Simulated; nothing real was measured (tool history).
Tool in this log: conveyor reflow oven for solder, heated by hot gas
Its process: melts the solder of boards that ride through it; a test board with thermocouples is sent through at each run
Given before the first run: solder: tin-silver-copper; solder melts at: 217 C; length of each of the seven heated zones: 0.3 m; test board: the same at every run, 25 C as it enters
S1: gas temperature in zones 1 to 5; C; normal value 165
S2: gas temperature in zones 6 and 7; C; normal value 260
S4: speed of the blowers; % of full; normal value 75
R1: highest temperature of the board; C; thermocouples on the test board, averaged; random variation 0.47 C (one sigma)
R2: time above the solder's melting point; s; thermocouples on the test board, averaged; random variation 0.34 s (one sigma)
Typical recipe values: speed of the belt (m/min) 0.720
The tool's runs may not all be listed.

run 1 hour=0.0 | S1=165 S2=260 speed_of_the_belt_(m/min)=0.720 S4=75 | R1=243.5 R2=30.6
run 2 hour=103.0 | S1=165 S2=260 speed_of_the_belt_(m/min)=0.679 S4=75 | R1=244.8 R2=33.2
run 3 hour=196.8 | S1=165 S2=260 speed_of_the_belt_(m/min)=0.679 S4=75 | R1=244.0 R2=33.4
-- hour=272.2 flux residue cleaned out of gas plates and filters
run 4 hour=276.2 | S1=165 S2=257 speed_of_the_belt_(m/min)=0.679 S4=75 | R1=242.8 R2=33.2
run 5 hour=320.1 | S1=165 S2=260 speed_of_the_belt_(m/min)=0.843 S4=75 | R1=238.0 R2=22.2
run 6 hour=404.2 | S1=165 S2=269 speed_of_the_belt_(m/min)=0.720 S4=75 | R1=251.7 R2=34.6
run 7 hour=455.9 | S1=165 S2=269 speed_of_the_belt_(m/min)=0.720 S4=75 | R1=251.0 R2=34.9
run 8 hour=499.9 | S1=174 S2=269 speed_of_the_belt_(m/min)=0.720 S4=75 | R1=252.9 R2=37.0
run 9 hour=579.2 | S1=174 S2=269 speed_of_the_belt_(m/min)=0.720 S4=75 | R1=251.8 R2=37.0
-- hour=615.4 flux residue cleaned out of gas plates and filters
run 10 hour=664.6 | S1=174 S2=269 speed_of_the_belt_(m/min)=0.720 S4=75 | R1=253.4 R2=38.1
run 11 hour=765.5 | S1=174 S2=269 speed_of_the_belt_(m/min)=0.720 S4=75 | R1=252.7 R2=38.0
run 12 hour=816.1 | S1=174 S2=269 speed_of_the_belt_(m/min)=0.720 S4=75 | R1=253.5 R2=37.4
run 13 hour=916.8 | S1=174 S2=269 speed_of_the_belt_(m/min)=0.720 S4=75 | R1=252.8 R2=37.6
-- hour=956.0 flux residue cleaned out of gas plates and filters
run 14 hour=1017.0 | S1=174 S2=269 speed_of_the_belt_(m/min)=0.720 S4=75 | R1=254.2 R2=38.7
run 15 hour=1100.7 | S1=174 S2=269 speed_of_the_belt_(m/min)=0.720 S4=59 | R1=249.4 R2=35.2

For run 16, what comes out?
run 16 hour=1201.1 | S1=158 S2=268 speed_of_the_belt_(m/min)=0.743 S4=63 | R1=? R2=?

Run 16 gave R1 244.9 C, R2 28.5 s.
Were there no unlogged condition in the tool, this run, its random variation unchanged, would have produced R1 243.7 C, R2 27.7 s.
